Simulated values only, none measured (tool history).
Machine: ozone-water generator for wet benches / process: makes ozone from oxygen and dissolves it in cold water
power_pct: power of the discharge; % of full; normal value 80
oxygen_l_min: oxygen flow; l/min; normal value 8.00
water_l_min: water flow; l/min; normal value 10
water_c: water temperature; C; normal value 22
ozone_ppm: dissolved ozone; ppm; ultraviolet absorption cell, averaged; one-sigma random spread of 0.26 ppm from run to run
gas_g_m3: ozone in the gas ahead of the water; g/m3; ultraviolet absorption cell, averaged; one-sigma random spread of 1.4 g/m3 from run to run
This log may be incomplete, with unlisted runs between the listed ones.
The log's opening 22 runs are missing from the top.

run,hour,power_pct,oxygen_l_min,water_l_min,water_c,hours of work since the electrodes were changed,hours of work since the contactor was cleaned,hours of work since the thermometer was calibrated,ozone_ppm,gas_g_m3
23,1453.1,51,8.00,13,14,1638,352,1215,27.8,178.6
24,1516.7,51,8.00,13,14,1690,403,1266,27.7,180.0
25,1581.8,51,8.00,13,30,1742,456,1319,19.3,180.5
26,1650.8,80,5.40,9,22,1798,512,1374,47.5,337.6
27,1730.7,80,5.40,9,22,1863,576,1439,47.0,333.6
28,1796.9,80,5.40,9,22,1916,630,1492,47.5,332.0
29,1839.0,80,8.00,10,25,1950,664,1526,36.1,258.9
30,1921.6,80,8.00,10,25,2017,730,1593,36.5,260.6
31,1963.5,73,4.42,10,25,2051,764,1627,41.1,350.7
32,2003.1,73,4.42,10,25,2083,796,1659,40.3,348.3

Alternative continuations, all from the tool just after run 32; predict every row:
A,2091.7,69,8.00,15,22,2154,868,1730,?,?
B,2091.7,48,10.83,10,16,2154,868,1730,?,?
C,2091.7,73,13.38,13,25,2154,868,1730,?,?

run,ozone_ppm,gas_g_m3
A,26.9,230.8
B,26.4,142.4
C,24.1,176.4
What these runs would have given with no unlogged condition in the tool:
run,ozone_ppm,gas_g_m3
A,27.5,234.2
B,26.9,143.9
C,24.6,179.2

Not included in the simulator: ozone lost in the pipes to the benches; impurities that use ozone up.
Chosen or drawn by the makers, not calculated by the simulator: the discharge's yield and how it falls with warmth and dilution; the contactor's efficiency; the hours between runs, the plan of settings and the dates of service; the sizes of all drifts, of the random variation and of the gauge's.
